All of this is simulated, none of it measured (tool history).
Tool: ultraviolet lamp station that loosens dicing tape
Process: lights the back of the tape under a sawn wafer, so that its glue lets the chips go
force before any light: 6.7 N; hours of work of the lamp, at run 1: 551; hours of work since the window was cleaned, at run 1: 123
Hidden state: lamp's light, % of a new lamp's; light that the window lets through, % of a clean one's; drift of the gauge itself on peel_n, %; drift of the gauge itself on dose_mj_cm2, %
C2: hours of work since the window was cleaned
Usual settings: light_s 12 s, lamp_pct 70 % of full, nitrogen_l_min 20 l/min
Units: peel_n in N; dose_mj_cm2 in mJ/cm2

run 1 hour=0.0 | light_s=12 lamp_pct=70 nitrogen_l_min=20 | hours_of_work_of_the_lamp=551 C2=123 | peel_n=1.180 dose_mj_cm2=164
run 2 hour=11.3 | light_s=12 lamp_pct=70 nitrogen_l_min=20 | hours_of_work_of_the_lamp=559 C2=132 | peel_n=1.118 dose_mj_cm2=163
run 3 hour=24.8 | light_s=12 lamp_pct=70 nitrogen_l_min=20 | hours_of_work_of_the_lamp=568 C2=141 | peel_n=1.197 dose_mj_cm2=167
run 4 hour=34.1 | light_s=12 lamp_pct=70 nitrogen_l_min=20 | hours_of_work_of_the_lamp=575 C2=148 | peel_n=1.178 dose_mj_cm2=164
run 5 hour=56.0 | light_s=12 lamp_pct=70 nitrogen_l_min=20 | hours_of_work_of_the_lamp=591 C2=163 | peel_n=1.207 dose_mj_cm2=160
run 6 hour=77.3 | light_s=12 lamp_pct=70 nitrogen_l_min=20 | hours_of_work_of_the_lamp=606 C2=179 | peel_n=1.229 dose_mj_cm2=158
run 7 hour=92.1 | light_s=12 lamp_pct=70 nitrogen_l_min=21 | hours_of_work_of_the_lamp=616 C2=189 | peel_n=1.202 dose_mj_cm2=162
run 8 hour=106.5 | light_s=12 lamp_pct=70 nitrogen_l_min=21 | hours_of_work_of_the_lamp=627 C2=200 | peel_n=1.200 dose_mj_cm2=157
run 9 hour=124.9 | light_s=12 lamp_pct=70 nitrogen_l_min=21 | hours_of_work_of_the_lamp=640 C2=213 | peel_n=1.220 dose_mj_cm2=160
run 10 hour=143.1 | light_s=12 lamp_pct=70 nitrogen_l_min=21 | hours_of_work_of_the_lamp=653 C2=226 | peel_n=1.249 dose_mj_cm2=158
run 11 hour=162.4 | light_s=12 lamp_pct=69 nitrogen_l_min=21 | hours_of_work_of_the_lamp=667 C2=239 | peel_n=1.335 dose_mj_cm2=154
run 12 hour=172.7 | light_s=12 lamp_pct=70 nitrogen_l_min=20 | hours_of_work_of_the_lamp=674 C2=247 | peel_n=1.220 dose_mj_cm2=154
run 13 hour=183.4 | light_s=12 lamp_pct=70 nitrogen_l_min=20 | hours_of_work_of_the_lamp=682 C2=254 | peel_n=1.304 dose_mj_cm2=155
run 14 hour=195.9 | light_s=12 lamp_pct=70 nitrogen_l_min=20 | hours_of_work_of_the_lamp=691 C2=263 | peel_n=1.292 dose_mj_cm2=156
run 15 hour=209.9 | light_s=12 lamp_pct=70 nitrogen_l_min=20 | hours_of_work_of_the_lamp=701 C2=273 | peel_n=1.322 dose_mj_cm2=151
run 16 hour=224.4 | light_s=12 lamp_pct=70 nitrogen_l_min=20 | hours_of_work_of_the_lamp=711 C2=284 | peel_n=1.309 dose_mj_cm2=154
run 17 hour=235.9 | light_s=12 lamp_pct=70 nitrogen_l_min=20 | hours_of_work_of_the_lamp=719 C2=292 | peel_n=1.294 dose_mj_cm2=149
run 18 hour=252.4 | light_s=12 lamp_pct=70 nitrogen_l_min=20 | hours_of_work_of_the_lamp=731 C2=304 | peel_n=1.344 dose_mj_cm2=149
run 19 hour=265.2 | light_s=12 lamp_pct=70 nitrogen_l_min=20 | hours_of_work_of_the_lamp=740 C2=313 | peel_n=1.352 dose_mj_cm2=150
run 20 hour=278.1 | light_s=12 lamp_pct=70 nitrogen_l_min=20 | hours_of_work_of_the_lamp=749 C2=322 | peel_n=1.407 dose_mj_cm2=145
run 21 hour=293.2 | light_s=12 lamp_pct=70 nitrogen_l_min=20 | hours_of_work_of_the_lamp=760 C2=333 | peel_n=1.359 dose_mj_cm2=149
run 22 hour=307.3 | light_s=12 lamp_pct=70 nitrogen_l_min=20 | hours_of_work_of_the_lamp=770 C2=343 | peel_n=1.362 dose_mj_cm2=145
run 23 hour=321.5 | light_s=12 lamp_pct=70 nitrogen_l_min=20 | hours_of_work_of_the_lamp=780 C2=353 | peel_n=1.388 dose_mj_cm2=149
run 24 hour=339.5 | light_s=12 lamp_pct=91 nitrogen_l_min=7 | hours_of_work_of_the_lamp=793 C2=366 | peel_n=1.837 dose_mj_cm2=189
run 25 hour=355.6 | light_s=15 lamp_pct=85 nitrogen_l_min=14 | hours_of_work_of_the_lamp=805 C2=377 | peel_n=0.924 dose_mj_cm2=215
run 26 hour=376.4 | light_s=15 lamp_pct=85 nitrogen_l_min=14 | hours_of_work_of_the_lamp=819 C2=392 | peel_n=0.944 dose_mj_cm2=216
run 27 hour=394.9 | light_s=14 lamp_pct=90 nitrogen_l_min=6 | hours_of_work_of_the_lamp=833 C2=405 | peel_n=1.718 dose_mj_cm2=210
run 28 hour=405.6 | light_s=14 lamp_pct=90 nitrogen_l_min=6 | hours_of_work_of_the_lamp=840 C2=413 | peel_n=1.685 dose_mj_cm2=210
run 29 hour=418.0 | light_s=14 lamp_pct=90 nitrogen_l_min=6 | hours_of_work_of_the_lamp=849 C2=422 | peel_n=1.738 dose_mj_cm2=213
run 30 hour=430.5 | light_s=12 lamp_pct=85 nitrogen_l_min=26 | hours_of_work_of_the_lamp=858 C2=431 | peel_n=0.961 dose_mj_cm2=170
run 31 hour=445.3 | light_s=14 lamp_pct=85 nitrogen_l_min=21 | hours_of_work_of_the_lamp=869 C2=441 | peel_n=0.888 dose_mj_cm2=197
run 32 hour=463.5 | light_s=14 lamp_pct=85 nitrogen_l_min=21 | hours_of_work_of_the_lamp=882 C2=454 | peel_n=0.868 dose_mj_cm2=193
run 33 hour=477.8 | light_s=18 lamp_pct=73 nitrogen_l_min=6 | hours_of_work_of_the_lamp=892 C2=465 | peel_n=1.680 dose_mj_cm2=211
-- hour=484.4 window cleaned of glue's vapour
run 34 hour=495.6 | light_s=20 lamp_pct=85 nitrogen_l_min=20 | hours_of_work_of_the_lamp=904 C2=8 | peel_n=0.355 dose_mj_cm2=326
run 35 hour=518.0 | light_s=12 lamp_pct=78 nitrogen_l_min=33 | hours_of_work_of_the_lamp=920 C2=24 | peel_n=0.754 dose_mj_cm2=176
run 36 hour=540.8 | light_s=12 lamp_pct=78 nitrogen_l_min=33 | hours_of_work_of_the_lamp=936 C2=40 | peel_n=0.753 dose_mj_cm2=176
run 37 hour=551.0 | light_s=12 lamp_pct=78 nitrogen_l_min=33 | hours_of_work_of_the_lamp=944 C2=48 | peel_n=0.771 dose_mj_cm2=176
run 38 hour=573.2 | light_s=12 lamp_pct=63 nitrogen_l_min=9 | hours_of_work_of_the_lamp=960 C2=63 | peel_n=2.333 dose_mj_cm2=139
run 39 hour=593.9 | light_s=19 lamp_pct=96 nitrogen_l_min=26 | hours_of_work_of_the_lamp=974 C2=78 | peel_n=0.322 dose_mj_cm2=329
run 40 hour=615.5 | light_s=8 lamp_pct=94 nitrogen_l_min=34 | hours_of_work_of_the_lamp=990 C2=94 | peel_n=1.161 dose_mj_cm2=138
run 41 hour=626.7 | light_s=17 lamp_pct=67 nitrogen_l_min=27 | hours_of_work_of_the_lamp=998 C2=102 | peel_n=0.674 dose_mj_cm2=204
run 42 hour=646.5 | light_s=12 lamp_pct=80 nitrogen_l_min=20 | hours_of_work_of_the_lamp=1012 C2=116 | peel_n=1.066 dose_mj_cm2=171
run 43 hour=664.7 | light_s=12 lamp_pct=80 nitrogen_l_min=20 | hours_of_work_of_the_lamp=1025 C2=129 | peel_n=1.067 dose_mj_cm2=173

Hidden state or all else? Some run-to-run changes of peel_n, split into what the settings, what came in and random variation would give without the hidden state, and what is left for the hidden state (with any gauge scatter that isn't in both results):
Run 33 -> 34: light_s 18 -> 20, lamp_pct 73 -> 85, nitrogen_l_min 6 -> 20, window cleaned of glue's vapour. peel_n -1.325 N: hidden state -0.609, all else -0.716.
Run 37 -> 38: lamp_pct 78 -> 63, nitrogen_l_min 33 -> 9. peel_n +1.562 N: hidden state +0.294, all else +1.268.
Run 38 -> 39: light_s 12 -> 19, lamp_pct 63 -> 96, nitrogen_l_min 9 -> 26. peel_n -2.011 N: hidden state -0.486, all else -1.525.
Run 39 -> 40: light_s 19 -> 8, lamp_pct 96 -> 94, nitrogen_l_min 26 -> 34. peel_n +0.839 N: hidden state +0.334, all else +0.505.
